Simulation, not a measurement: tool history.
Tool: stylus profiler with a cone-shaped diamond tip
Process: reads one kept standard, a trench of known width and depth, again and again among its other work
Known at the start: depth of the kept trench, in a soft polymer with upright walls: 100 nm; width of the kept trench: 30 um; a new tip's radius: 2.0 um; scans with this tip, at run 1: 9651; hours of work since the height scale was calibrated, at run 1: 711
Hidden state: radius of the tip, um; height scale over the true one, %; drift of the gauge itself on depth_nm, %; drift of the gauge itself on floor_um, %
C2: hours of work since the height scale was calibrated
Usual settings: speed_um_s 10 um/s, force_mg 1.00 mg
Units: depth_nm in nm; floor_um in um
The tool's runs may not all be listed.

run 1 hour=0.0 | speed_um_s=10 force_mg=1.00 | scans_with_this_tip=9651 C2=711 | depth_nm=100.43 floor_um=28.51
run 2 hour=55.3 | speed_um_s=10 force_mg=1.00 | scans_with_this_tip=10113 C2=745 | depth_nm=100.32 floor_um=28.52
run 3 hour=109.3 | speed_um_s=10 force_mg=0.95 | scans_with_this_tip=10565 C2=779 | depth_nm=100.34 floor_um=28.50
run 4 hour=159.0 | speed_um_s=20 force_mg=1.00 | scans_with_this_tip=10981 C2=809 | depth_nm=100.23 floor_um=28.36
run 5 hour=209.3 | speed_um_s=20 force_mg=1.00 | scans_with_this_tip=11400 C2=840 | depth_nm=100.23 floor_um=28.37
run 6 hour=263.1 | speed_um_s=20 force_mg=1.00 | scans_with_this_tip=11851 C2=873 | depth_nm=100.40 floor_um=28.32
run 7 hour=318.3 | speed_um_s=20 force_mg=1.00 | scans_with_this_tip=12312 C2=907 | depth_nm=100.24 floor_um=28.35
run 8 hour=360.5 | speed_um_s=10 force_mg=1.00 | scans_with_this_tip=12664 C2=933 | depth_nm=100.17 floor_um=28.44
run 9 hour=417.8 | speed_um_s=10 force_mg=1.00 | scans_with_this_tip=13144 C2=969 | depth_nm=100.27 floor_um=28.43
run 10 hour=474.3 | speed_um_s=10 force_mg=1.00 | scans_with_this_tip=13616 C2=1004 | depth_nm=100.35 floor_um=28.45
run 11 hour=510.1 | speed_um_s=10 force_mg=1.00 | scans_with_this_tip=13915 C2=1026 | depth_nm=100.30 floor_um=28.38
run 12 hour=539.2 | speed_um_s=39 force_mg=1.00 | scans_with_this_tip=14158 C2=1044 | depth_nm=100.18 floor_um=28.05
run 13 hour=595.3 | speed_um_s=39 force_mg=1.00 | scans_with_this_tip=14627 C2=1078 | depth_nm=100.36 floor_um=28.12
run 14 hour=652.2 | speed_um_s=39 force_mg=1.00 | scans_with_this_tip=15103 C2=1113 | depth_nm=100.15 floor_um=28.11
run 15 hour=718.9 | speed_um_s=39 force_mg=1.00 | scans_with_this_tip=15660 C2=1154 | depth_nm=100.36 floor_um=28.11
run 16 hour=785.2 | speed_um_s=20 force_mg=1.00 | scans_with_this_tip=16215 C2=1195 | depth_nm=100.24 floor_um=28.26
run 17 hour=838.1 | speed_um_s=10 force_mg=1.00 | scans_with_this_tip=16657 C2=1228 | depth_nm=100.11 floor_um=28.36
run 18 hour=882.8 | speed_um_s=5 force_mg=1.00 | scans_with_this_tip=17030 C2=1255 | depth_nm=100.22 floor_um=28.43
-- hour=888.2 height scale calibrated on a step standard
run 19 hour=933.9 | speed_um_s=10 force_mg=1.00 | scans_with_this_tip=17454 C2=28 | depth_nm=100.09 floor_um=28.37
run 20 hour=973.1 | speed_um_s=10 force_mg=1.00 | scans_with_this_tip=17781 C2=52 | depth_nm=100.05 floor_um=28.36
run 21 hour=1020.7 | speed_um_s=10 force_mg=1.00 | scans_with_this_tip=18179 C2=82 | depth_nm=100.07 floor_um=28.32
run 22 hour=1066.4 | speed_um_s=10 force_mg=1.00 | scans_with_this_tip=18561 C2=110 | depth_nm=100.06 floor_um=28.38
run 23 hour=1123.2 | speed_um_s=10 force_mg=1.00 | scans_with_this_tip=19036 C2=145 | depth_nm=100.11 floor_um=28.35
run 24 hour=1168.2 | speed_um_s=10 force_mg=0.50 | scans_with_this_tip=19412 C2=172 | depth_nm=99.76 floor_um=28.27
-- hour=1207.2 height scale calibrated on a step standard, once more
run 25 hour=1207.2 | speed_um_s=4 force_mg=1.62 | scans_with_this_tip=19734 C2=0 | depth_nm=100.69 floor_um=28.41
run 26 hour=1263.8 | speed_um_s=10 force_mg=0.88 | scans_with_this_tip=20207 C2=35 | depth_nm=100.39 floor_um=28.33
run 27 hour=1316.1 | speed_um_s=11 force_mg=0.54 | scans_with_this_tip=20645 C2=67 | depth_nm=100.33 floor_um=28.32
run 28 hour=1376.6 | speed_um_s=10 force_mg=0.46 | scans_with_this_tip=21150 C2=104 | depth_nm=100.39 floor_um=28.22
run 29 hour=1427.8 | speed_um_s=25 force_mg=1.63 | scans_with_this_tip=21578 C2=136 | depth_nm=100.81 floor_um=28.22
run 30 hour=1487.4 | speed_um_s=5 force_mg=0.96 | scans_with_this_tip=22076 C2=173 | depth_nm=100.36 floor_um=28.33
run 31 hour=1540.8 | speed_um_s=5 force_mg=0.96 | scans_with_this_tip=22522 C2=206 | depth_nm=100.54 floor_um=28.35
run 32 hour=1584.4 | speed_um_s=5 force_mg=0.96 | scans_with_this_tip=22887 C2=232 | depth_nm=100.45 floor_um=28.32
run 33 hour=1639.7 | speed_um_s=17 force_mg=1.88 | scans_with_this_tip=23350 C2=266 | depth_nm=100.70 floor_um=28.25
run 34 hour=1696.7 | speed_um_s=17 force_mg=1.88 | scans_with_this_tip=23826 C2=302 | depth_nm=100.87 floor_um=28.23
run 35 hour=1753.5 | speed_um_s=18 force_mg=2.36 | scans_with_this_tip=24301 C2=337 | depth_nm=100.96 floor_um=28.24
run 36 hour=1808.0 | speed_um_s=18 force_mg=2.36 | scans_with_this_tip=24756 C2=370 | depth_nm=100.82 floor_um=28.23
run 37 hour=1864.7 | speed_um_s=18 force_mg=2.36 | scans_with_this_tip=25230 C2=405 | depth_nm=100.84 floor_um=28.24
run 38 hour=1927.5 | speed_um_s=10 force_mg=2.33 | scans_with_this_tip=25755 C2=444 | depth_nm=100.84 floor_um=28.24
run 39 hour=1958.2 | speed_um_s=10 force_mg=2.33 | scans_with_this_tip=26011 C2=463 | depth_nm=100.65 floor_um=28.26
run 40 hour=1992.2 | speed_um_s=4 force_mg=1.00 | scans_with_this_tip=26296 C2=484 | depth_nm=100.35 floor_um=28.33
run 41 hour=2055.2 | speed_um_s=4 force_mg=1.00 | scans_with_this_tip=26823 C2=522 | depth_nm=100.60 floor_um=28.27
run 42 hour=2084.4 | speed_um_s=18 force_mg=2.66 | scans_with_this_tip=27067 C2=540 | depth_nm=100.81 floor_um=28.25
run 43 hour=2119.1 | speed_um_s=7 force_mg=1.66 | scans_with_this_tip=27357 C2=562 | depth_nm=100.52 floor_um=28.26
run 44 hour=2154.1 | speed_um_s=7 force_mg=1.66 | scans_with_this_tip=27649 C2=583 | depth_nm=100.56 floor_um=28.24
run 45 hour=2196.2 | speed_um_s=30 force_mg=0.70 | scans_with_this_tip=28001 C2=609 | depth_nm=100.22 floor_um=27.94
run 46 hour=2253.8 | speed_um_s=8 force_mg=1.66 | scans_with_this_tip=28483 C2=645 | depth_nm=100.52 floor_um=28.25

3 ways to go on from here, each from the tool as it stands after run 46. What would each give?
run A hour=2307.1 | speed_um_s=37 force_mg=0.51 | scans_with_this_tip=28928 C2=678 | depth_nm=? floor_um=?
run B hour=2307.1 | speed_um_s=4 force_mg=2.83 | scans_with_this_tip=28928 C2=678 | depth_nm=? floor_um=?
run C hour=2307.1 | speed_um_s=11 force_mg=1.44 | scans_with_this_tip=28928 C2=678 | depth_nm=? floor_um=?

run=A depth_nm=100.15 floor_um=27.81
run=B depth_nm=100.86 floor_um=28.31
run=C depth_nm=100.54 floor_um=28.20
Without the tool's hidden state the same runs would have given:
run=A depth_nm=100.32 floor_um=28.26
run=B depth_nm=101.04 floor_um=28.76
run=C depth_nm=100.71 floor_um=28.65
